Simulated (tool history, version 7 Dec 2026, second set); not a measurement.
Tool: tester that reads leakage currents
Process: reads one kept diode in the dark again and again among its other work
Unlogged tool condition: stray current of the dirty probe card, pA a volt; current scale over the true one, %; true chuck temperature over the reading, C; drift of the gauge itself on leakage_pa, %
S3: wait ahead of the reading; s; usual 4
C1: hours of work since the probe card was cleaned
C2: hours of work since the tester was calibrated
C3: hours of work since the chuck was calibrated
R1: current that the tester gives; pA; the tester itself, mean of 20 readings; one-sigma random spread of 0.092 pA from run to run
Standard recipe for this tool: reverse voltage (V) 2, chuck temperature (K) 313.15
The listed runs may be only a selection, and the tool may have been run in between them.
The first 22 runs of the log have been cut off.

Run 23, hour 3815.9: usual settings but reverse voltage (V) 4.58, chuck temperature (K) 301.15, S3 1.63 s; C1 640; C2 2533; C3 257. Result: R1 16.43 pA.
Run 24, hour 4018.4: usual settings but reverse voltage (V) 4.58, chuck temperature (K) 301.15, S3 1.63 s; C1 791; C2 2684; C3 408. Result: R1 16.75 pA.
Run 25, hour 4135.3: usual settings but reverse voltage (V) 4.58, chuck temperature (K) 301.15, S3 1.63 s; C1 879; C2 2771; C3 495. Result: R1 17 pA.
Run 26, hour 4383.8: usual settings but reverse voltage (V) 1.28, chuck temperature (K) 324.15, S3 1.63 s; C1 1064; C2 2957; C3 681. Result: R1 45.97 pA.
Run 27, hour 4484.5: usual settings but reverse voltage (V) 5.53, chuck temperature (K) 293.15, S3 3.79 s; C1 1140; C2 3032; C3 756. Result: R1 11.7 pA.
At hour 4631.6: tester calibrated.
Run 28, hour 4686.3: usual settings but reverse voltage (V) 2.56, chuck temperature (K) 316.15, S3 4.45 s; C1 1289; C2 41; C3 905. Result: R1 37.09 pA.
Run 29, hour 4849.9: usual settings but reverse voltage (V) 9.95, S3 3.64 s; C1 1411; C2 163; C3 1028. Result: R1 52.44 pA.
Run 30, hour 5042.2: usual settings but reverse voltage (V) 9.95, chuck temperature (K) 327.15, S3 4.41 s; C1 1555; C2 307; C3 1171. Result: R1 120.52 pA.
Run 31, hour 5181.5: usual settings but reverse voltage (V) 9.95, chuck temperature (K) 327.15, S3 4.41 s; C1 1659; C2 411; C3 1275. Result: R1 121.37 pA.
Run 32, hour 5384.4: usual settings but reverse voltage (V) 9.95, chuck temperature (K) 327.15, S3 4.41 s; C1 1810; C2 562; C3 1427. Result: R1 122.23 pA.
At hour 5612.2: probe card cleaned and baked.
Run 33, hour 5633: usual settings but reverse voltage (V) 9.95, chuck temperature (K) 327.15, S3 1.38 s; C1 16; C2 746; C3 1610. Result: R1 117.92 pA.
Run 34, hour 5880.3: usual settings but reverse voltage (V) 18.61, chuck temperature (K) 299.15, S3 1.12 s; C1 200; C2 930; C3 1795. Result: R1 26.67 pA.
Run 35, hour 6127.6: usual settings but reverse voltage (V) 18.61, chuck temperature (K) 299.15, S3 1.12 s; C1 385; C2 1115; C3 1980. Result: R1 28.3 pA.
Run 36, hour 6242.8: usual settings but chuck temperature (K) 297.15; C1 471; C2 1201; C3 2066. Result: R1 10.11 pA.
At hour 6331.5: chuck's temperature calibrated.
Run 37, hour 6388.6: usual settings but chuck temperature (K) 311.15, S3 4.51 s; C1 578; C2 1309; C3 43. Result: R1 23.2 pA.
Run 38, hour 6622.5: usual settings but reverse voltage (V) 1.75, chuck temperature (K) 319.15, S3 1.15 s; C1 753; C2 1483; C3 217. Result: R1 37.49 pA.
Run 39, hour 6836: usual settings but reverse voltage (V) 1.75, chuck temperature (K) 318.15, S3 1.15 s; C1 913; C2 1643; C3 377. Result: R1 35.39 pA.

4 ways to go on from here, each from the tool as it stands after run 39. What would each give?
Run A, hour 6936.5: usual settings but reverse voltage (V) 10.91, chuck temperature (K) 330.15; C1 988; C2 1718; C3 452. Result: R1 ?.
Run B, hour 6936.5: usual settings but reverse voltage (V) 7.32, chuck temperature (K) 311.15, S3 0.49 s; C1 988; C2 1718; C3 452. Result: R1 ?.
Run C, hour 6936.5: usual settings but reverse voltage (V) 1, chuck temperature (K) 294.15, S3 0.61 s; C1 988; C2 1718; C3 452. Result: R1 ?.
Run D, hour 6936.5: usual settings but chuck temperature (K) 310.15, S3 0.31 s; C1 988; C2 1718; C3 452. Result: R1 ?.

run      R1
  A  140.79
  B      40
  C    6.05
  D   23.04
What these runs would have given with no unlogged condition in the tool:
run      R1
  A  134.36
  B   36.57
  C    5.55
  D   21.86
